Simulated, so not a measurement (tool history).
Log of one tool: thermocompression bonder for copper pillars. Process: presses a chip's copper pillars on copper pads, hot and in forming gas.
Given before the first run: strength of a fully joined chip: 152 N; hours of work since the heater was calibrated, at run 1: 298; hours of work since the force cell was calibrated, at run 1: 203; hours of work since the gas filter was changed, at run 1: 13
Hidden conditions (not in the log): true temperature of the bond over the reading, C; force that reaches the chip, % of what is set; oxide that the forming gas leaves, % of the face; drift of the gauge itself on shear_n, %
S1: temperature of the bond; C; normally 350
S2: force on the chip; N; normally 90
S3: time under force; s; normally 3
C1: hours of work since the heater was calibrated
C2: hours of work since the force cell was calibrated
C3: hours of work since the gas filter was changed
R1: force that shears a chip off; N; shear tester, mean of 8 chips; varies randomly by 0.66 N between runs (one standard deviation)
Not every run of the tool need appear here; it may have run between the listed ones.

run 1 hour=0.0 | S1=350 S2=90 S3=3 | C1=298 C2=203 C3=13 | R1=65.3
run 2 hour=9.3 | S1=350 S2=90 S3=3 | C1=305 C2=210 C3=20 | R1=66.3
run 3 hour=18.9 | S1=350 S2=90 S3=3 | C1=312 C2=218 C3=28 | R1=64.7
run 4 hour=26.5 | S1=350 S2=90 S3=3 | C1=318 C2=224 C3=34 | R1=65.8
run 5 hour=32.3 | S1=350 S2=90 S3=3 | C1=323 C2=228 C3=38 | R1=64.0
run 6 hour=42.3 | S1=350 S2=90 S3=3 | C1=330 C2=236 C3=46 | R1=63.8
run 7 hour=53.1 | S1=350 S2=90 S3=3 | C1=339 C2=244 C3=54 | R1=63.1
run 8 hour=57.9 | S1=350 S2=90 S3=3 | C1=342 C2=248 C3=58 | R1=64.6
run 9 hour=66.7 | S1=341 S2=90 S3=3 | C1=349 C2=255 C3=65 | R1=58.3
run 10 hour=76.9 | S1=341 S2=90 S3=3 | C1=357 C2=263 C3=72 | R1=58.9
run 11 hour=84.3 | S1=350 S2=90 S3=3 | C1=363 C2=268 C3=78 | R1=63.8
run 12 hour=89.1 | S1=350 S2=90 S3=3 | C1=366 C2=272 C3=82 | R1=63.4
run 13 hour=99.6 | S1=350 S2=90 S3=3 | C1=375 C2=280 C3=90 | R1=61.8
run 14 hour=109.8 | S1=350 S2=70 S3=3 | C1=382 C2=288 C3=98 | R1=47.9
run 15 hour=116.9 | S1=378 S2=119 S3=2 | C1=388 C2=293 C3=103 | R1=87.0
run 16 hour=121.7 | S1=331 S2=90 S3=3 | C1=392 C2=297 C3=107 | R1=54.0
run 17 hour=128.0 | S1=346 S2=122 S3=3 | C1=397 C2=302 C3=112 | R1=82.6
run 18 hour=137.5 | S1=366 S2=100 S3=2 | C1=404 C2=309 C3=119 | R1=66.0
run 19 hour=146.0 | S1=366 S2=100 S3=2 | C1=410 C2=316 C3=126 | R1=67.0
run 20 hour=151.9 | S1=366 S2=100 S3=2 | C1=415 C2=320 C3=130 | R1=67.5
run 21 hour=161.1 | S1=345 S2=57 S3=2 | C1=422 C2=328 C3=137 | R1=29.2
run 22 hour=166.5 | S1=345 S2=57 S3=2 | C1=426 C2=332 C3=142 | R1=28.9
run 23 hour=175.6 | S1=350 S2=90 S3=2 | C1=433 C2=339 C3=149 | R1=51.8
run 24 hour=184.4 | S1=371 S2=90 S3=4 | C1=440 C2=346 C3=156 | R1=77.8
run 25 hour=194.5 | S1=321 S2=90 S3=3 | C1=448 C2=353 C3=163 | R1=46.4
run 26 hour=200.3 | S1=321 S2=90 S3=3 | C1=452 C2=358 C3=168 | R1=46.0
-- hour=203.6 forming gas filter changed
run 27 hour=206.0 | S1=350 S2=80 S3=3 | C1=456 C2=362 C3=2 | R1=56.6
run 28 hour=212.8 | S1=350 S2=133 S3=4 | C1=462 C2=367 C3=7 | R1=101.2

Alternative continuations, all from the tool just after run 28; predict every row:
run A hour=223.4 | S1=372 S2=121 S3=4 | C1=470 C2=375 C3=15 | R1=?
run B hour=223.4 | S1=350 S2=90 S3=3 | C1=470 C2=375 C3=15 | R1=?
run C hour=223.4 | S1=374 S2=90 S3=3 | C1=470 C2=375 C3=15 | R1=?
run D hour=223.4 | S1=350 S2=90 S3=2 | C1=470 C2=375 C3=15 | R1=?
run E hour=223.4 | S1=328 S2=87 S3=4 | C1=470 C2=375 C3=15 | R1=?

run=A R1=104.6
run=B R1=63.9
run=C R1=76.4
run=D R1=54.6
run=E R1=56.9
Had the tool no hidden state, the same runs would have come out as:
run=A R1=111.7
run=B R1=70.6
run=C R1=83.3
run=D R1=60.7
run=E R1=63.5

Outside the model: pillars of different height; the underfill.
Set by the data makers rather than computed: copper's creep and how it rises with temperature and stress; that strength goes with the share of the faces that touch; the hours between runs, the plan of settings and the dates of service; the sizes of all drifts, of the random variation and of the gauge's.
